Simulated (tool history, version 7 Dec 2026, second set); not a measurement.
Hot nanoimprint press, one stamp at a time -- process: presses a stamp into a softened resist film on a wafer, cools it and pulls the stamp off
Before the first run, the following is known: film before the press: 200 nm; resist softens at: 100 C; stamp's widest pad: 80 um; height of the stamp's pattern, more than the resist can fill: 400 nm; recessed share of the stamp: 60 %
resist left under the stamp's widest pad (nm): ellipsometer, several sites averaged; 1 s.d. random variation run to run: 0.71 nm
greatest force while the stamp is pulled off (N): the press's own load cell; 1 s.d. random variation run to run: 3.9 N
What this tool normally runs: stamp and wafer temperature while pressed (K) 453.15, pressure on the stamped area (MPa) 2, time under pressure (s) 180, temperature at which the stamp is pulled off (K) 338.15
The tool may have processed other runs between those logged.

run,hour,stamp and wafer temperature while pressed (K),pressure on the stamped area (MPa),time under pressure (s),temperature at which the stamp is pulled off (K),resist left under the stamp's widest pad (nm),greatest force while the stamp is pulled off (N)
1,0,453.15,2,180,338.15,100,194
# hour 72.4: stamp cleaned and given a new release coat
2,72.4,453.15,2,180,338.15,99.2,177
3,131.1,453.15,2,180,338.15,99.5,188
4,160.2,453.15,2,180,338.15,99.7,198
# hour 176.2: plate thermocouple calibrated
5,201.9,453.15,2,180,338.15,98.6,193
# hour 218: stamp cleaned and given a new release coat
6,254.5,453.15,2,180,338.15,98.2,182
# hour 279.5: plate thermocouple calibrated, once more
7,306.7,453.15,2,180,338.15,105.3,203
8,338,453.15,2,180,338.15,104.2,201
# hour 362.4: stamp cleaned and given a new release coat
9,399.7,453.15,2,180,338.15,104.8,193
10,449.2,443.15,2,180,338.15,136.4,200
11,483.9,453.15,1.83,180,338.15,108.8,202
# hour 507.2: stamp cleaned and given a new release coat
# hour 515.2: press's hydraulic seals changed and the load cell set to zero
12,536.5,453.15,2,180,338.15,102.3,193
13,586.7,453.15,2,180,338.15,102.1,201
14,637.2,453.15,2,180,338.15,102.4,208
# hour 657: stamp cleaned and given a new release coat
15,688.2,453.15,1.56,247,338.15,104.9,186
16,734.7,448.15,1.56,104,342.15,148.7,177
# hour 797.3: stamp cleaned and given a new release coat
17,803.5,453.15,1.64,104,332.15,128.9,205
18,864.5,449.15,1.26,156,335.15,140.3,203
19,926.6,449.15,1.26,156,335.15,141,214
# hour 937.5: stamp cleaned and given a new release coat
# hour 954.8: plate thermocouple calibrated
20,1006.2,456.15,1.68,148,338.15,109.9,199
21,1051.1,459.15,2,180,340.15,87,197
# hour 1084.8: stamp cleaned and given a new release coat
22,1125.3,459.15,2,180,340.15,86.6,186
23,1165.4,459.15,3.15,153,340.15,72.3,188
24,1197.6,459.15,3.15,153,340.15,71,192
# hour 1225.3: stamp cleaned and given a new release coat
25,1266.5,455.15,1.87,150,331.15,106.5,216
26,1301.4,455.15,1.87,173,331.15,100.1,225
# hour 1369.2: stamp cleaned and given a new release coat
27,1379,455.15,1.87,199,334.15,96.5,205
28,1448.3,455.15,1.87,199,334.15,95.6,215

Branching from run 28: 5 alternative next runs. What would each branch give?
# hour 1513.4: stamp cleaned and given a new release coat
A,1513.4,458.15,2.9,145,334.15,?,?
# hour 1513.4: stamp cleaned and given a new release coat
B,1513.4,462.15,3.07,180,335.15,?,?
# hour 1513.4: stamp cleaned and given a new release coat
C,1513.4,455.15,1.87,146,334.15,?,?
# hour 1513.4: stamp cleaned and given a new release coat
D,1513.4,453.15,2,180,332.15,?,?
# hour 1513.4: stamp cleaned and given a new release coat
E,1513.4,453.15,1.81,180,338.15,?,?

run,resist left under the stamp's widest pad (nm),greatest force while the stamp is pulled off (N)
A,77.3,199
B,62.3,199
C,105.4,203
D,102.2,205
E,107,180
Had the tool no hidden state, the same runs would have come out as:
run,resist left under the stamp's widest pad (nm),greatest force while the stamp is pulled off (N)
A,77.3,202
B,62,202
C,106.3,206
D,103,208
E,108.1,182
